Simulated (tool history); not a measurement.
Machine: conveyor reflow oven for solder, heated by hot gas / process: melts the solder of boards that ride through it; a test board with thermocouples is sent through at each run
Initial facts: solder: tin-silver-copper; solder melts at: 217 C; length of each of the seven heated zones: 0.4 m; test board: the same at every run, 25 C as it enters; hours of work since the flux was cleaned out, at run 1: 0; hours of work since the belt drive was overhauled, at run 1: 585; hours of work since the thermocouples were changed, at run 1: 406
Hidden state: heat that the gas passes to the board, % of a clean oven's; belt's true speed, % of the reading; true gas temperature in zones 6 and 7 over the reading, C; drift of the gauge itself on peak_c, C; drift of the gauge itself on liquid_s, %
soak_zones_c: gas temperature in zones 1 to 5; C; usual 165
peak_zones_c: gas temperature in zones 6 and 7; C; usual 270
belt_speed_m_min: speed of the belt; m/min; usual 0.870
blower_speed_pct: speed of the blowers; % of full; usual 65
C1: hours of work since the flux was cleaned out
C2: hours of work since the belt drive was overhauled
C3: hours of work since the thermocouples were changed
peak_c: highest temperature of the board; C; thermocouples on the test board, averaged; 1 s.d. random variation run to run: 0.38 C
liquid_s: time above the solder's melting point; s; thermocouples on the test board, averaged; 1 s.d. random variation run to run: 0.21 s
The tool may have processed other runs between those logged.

{"run": 1, "hour": 0.0, "soak_zones_c": 165, "peak_zones_c": 270, "belt_speed_m_min": 0.87, "blower_speed_pct": 65, "C1": 0, "C2": 585, "C3": 406, "peak_c": 254.3, "liquid_s": 40.4}
{"run": 2, "hour": 22.8, "soak_zones_c": 165, "peak_zones_c": 270, "belt_speed_m_min": 0.87, "blower_speed_pct": 65, "C1": 18, "C2": 603, "C3": 423, "peak_c": 253.4, "liquid_s": 40.6}
{"run": 3, "hour": 46.2, "soak_zones_c": 165, "peak_zones_c": 270, "belt_speed_m_min": 0.87, "blower_speed_pct": 65, "C1": 36, "C2": 622, "C3": 442, "peak_c": 252.9, "liquid_s": 40.2}
{"run": 4, "hour": 69.8, "soak_zones_c": 165, "peak_zones_c": 284, "belt_speed_m_min": 0.87, "blower_speed_pct": 65, "C1": 55, "C2": 640, "C3": 461, "peak_c": 265.2, "liquid_s": 45.7}
{"run": 5, "hour": 105.6, "soak_zones_c": 165, "peak_zones_c": 284, "belt_speed_m_min": 0.87, "blower_speed_pct": 65, "C1": 83, "C2": 668, "C3": 489, "peak_c": 266.0, "liquid_s": 45.7}
{"run": 6, "hour": 153.9, "soak_zones_c": 165, "peak_zones_c": 284, "belt_speed_m_min": 0.87, "blower_speed_pct": 65, "C1": 121, "C2": 707, "C3": 527, "peak_c": 265.5, "liquid_s": 45.1}
{"run": 7, "hour": 178.4, "soak_zones_c": 165, "peak_zones_c": 284, "belt_speed_m_min": 0.87, "blower_speed_pct": 65, "C1": 141, "C2": 726, "C3": 546, "peak_c": 264.8, "liquid_s": 45.2}
{"hour": 228.8, "done": "flux residue cleaned out of gas plates and filters"}
{"run": 8, "hour": 228.8, "soak_zones_c": 165, "peak_zones_c": 284, "belt_speed_m_min": 0.87, "blower_speed_pct": 65, "C1": 0, "C2": 762, "C3": 582, "peak_c": 266.2, "liquid_s": 45.8}
{"run": 9, "hour": 251.6, "soak_zones_c": 165, "peak_zones_c": 284, "belt_speed_m_min": 0.87, "blower_speed_pct": 65, "C1": 18, "C2": 780, "C3": 600, "peak_c": 265.4, "liquid_s": 45.8}
{"run": 10, "hour": 296.1, "soak_zones_c": 167, "peak_zones_c": 270, "belt_speed_m_min": 0.87, "blower_speed_pct": 65, "C1": 53, "C2": 815, "C3": 635, "peak_c": 253.4, "liquid_s": 40.8}
{"run": 11, "hour": 331.9, "soak_zones_c": 167, "peak_zones_c": 270, "belt_speed_m_min": 0.87, "blower_speed_pct": 65, "C1": 81, "C2": 843, "C3": 663, "peak_c": 253.0, "liquid_s": 40.9}
{"run": 12, "hour": 364.6, "soak_zones_c": 167, "peak_zones_c": 270, "belt_speed_m_min": 0.87, "blower_speed_pct": 65, "C1": 107, "C2": 869, "C3": 689, "peak_c": 252.8, "liquid_s": 40.6}
{"run": 13, "hour": 411.5, "soak_zones_c": 165, "peak_zones_c": 270, "belt_speed_m_min": 0.87, "blower_speed_pct": 65, "C1": 144, "C2": 906, "C3": 726, "peak_c": 251.5, "liquid_s": 39.5}
{"run": 14, "hour": 441.2, "soak_zones_c": 169, "peak_zones_c": 270, "belt_speed_m_min": 0.87, "blower_speed_pct": 65, "C1": 167, "C2": 929, "C3": 749, "peak_c": 252.2, "liquid_s": 40.7}
{"hour": 457.5, "done": "flux residue cleaned out of gas plates and filters"}
{"run": 15, "hour": 481.0, "soak_zones_c": 165, "peak_zones_c": 270, "belt_speed_m_min": 0.838, "blower_speed_pct": 65, "C1": 19, "C2": 957, "C3": 777, "peak_c": 253.8, "liquid_s": 42.9}
{"run": 16, "hour": 501.3, "soak_zones_c": 165, "peak_zones_c": 270, "belt_speed_m_min": 0.838, "blower_speed_pct": 65, "C1": 35, "C2": 973, "C3": 793, "peak_c": 254.4, "liquid_s": 42.8}
{"run": 17, "hour": 532.6, "soak_zones_c": 165, "peak_zones_c": 270, "belt_speed_m_min": 0.833, "blower_speed_pct": 65, "C1": 59, "C2": 997, "C3": 818, "peak_c": 253.6, "liquid_s": 43.3}
{"run": 18, "hour": 565.0, "soak_zones_c": 180, "peak_zones_c": 284, "belt_speed_m_min": 0.87, "blower_speed_pct": 58, "C1": 85, "C2": 1023, "C3": 843, "peak_c": 264.8, "liquid_s": 49.5}
{"run": 19, "hour": 590.9, "soak_zones_c": 165, "peak_zones_c": 270, "belt_speed_m_min": 0.896, "blower_speed_pct": 77, "C1": 105, "C2": 1043, "C3": 864, "peak_c": 254.7, "liquid_s": 40.2}
{"hour": 618.3, "done": "thermocouples of zones 6 and 7 changed"}
{"run": 20, "hour": 618.9, "soak_zones_c": 165, "peak_zones_c": 258, "belt_speed_m_min": 0.812, "blower_speed_pct": 84, "C1": 126, "C2": 1064, "C3": 0, "peak_c": 248.7, "liquid_s": 43.1}
{"run": 21, "hour": 647.0, "soak_zones_c": 170, "peak_zones_c": 277, "belt_speed_m_min": 0.87, "blower_speed_pct": 57, "C1": 148, "C2": 1086, "C3": 23, "peak_c": 258.6, "liquid_s": 43.6}
{"run": 22, "hour": 668.8, "soak_zones_c": 170, "peak_zones_c": 277, "belt_speed_m_min": 0.87, "blower_speed_pct": 57, "C1": 165, "C2": 1103, "C3": 40, "peak_c": 258.0, "liquid_s": 43.6}
{"hour": 687.4, "done": "flux residue cleaned out of gas plates and filters"}
{"run": 23, "hour": 704.3, "soak_zones_c": 165, "peak_zones_c": 269, "belt_speed_m_min": 0.972, "blower_speed_pct": 65, "C1": 13, "C2": 1127, "C3": 64, "peak_c": 250.2, "liquid_s": 34.0}
{"run": 24, "hour": 742.9, "soak_zones_c": 164, "peak_zones_c": 270, "belt_speed_m_min": 0.964, "blower_speed_pct": 65, "C1": 44, "C2": 1158, "C3": 94, "peak_c": 250.5, "liquid_s": 34.5}
{"run": 25, "hour": 765.3, "soak_zones_c": 174, "peak_zones_c": 259, "belt_speed_m_min": 0.732, "blower_speed_pct": 70, "C1": 61, "C2": 1175, "C3": 112, "peak_c": 251.5, "liquid_s": 51.5}
{"run": 26, "hour": 788.8, "soak_zones_c": 174, "peak_zones_c": 259, "belt_speed_m_min": 0.732, "blower_speed_pct": 70, "C1": 80, "C2": 1194, "C3": 131, "peak_c": 251.5, "liquid_s": 51.8}
{"run": 27, "hour": 832.4, "soak_zones_c": 165, "peak_zones_c": 268, "belt_speed_m_min": 0.87, "blower_speed_pct": 82, "C1": 114, "C2": 1228, "C3": 165, "peak_c": 256.5, "liquid_s": 42.6}
{"run": 28, "hour": 862.5, "soak_zones_c": 165, "peak_zones_c": 268, "belt_speed_m_min": 0.84, "blower_speed_pct": 82, "C1": 138, "C2": 1252, "C3": 189, "peak_c": 256.8, "liquid_s": 45.0}

Run 29 comes next. What will it give?
{"run": 29, "hour": 894.2, "soak_zones_c": 169, "peak_zones_c": 268, "belt_speed_m_min": 0.84, "blower_speed_pct": 55, "C1": 163, "C2": 1277, "C3": 214, "peak_c": "?", "liquid_s": "?"}

peak_c: 250.6 C
liquid_s: 41.1 s
On a tool with no hidden condition, and with the same random variation, this run would have come out at peak_c 251.1 C, liquid_s 40.6 s.
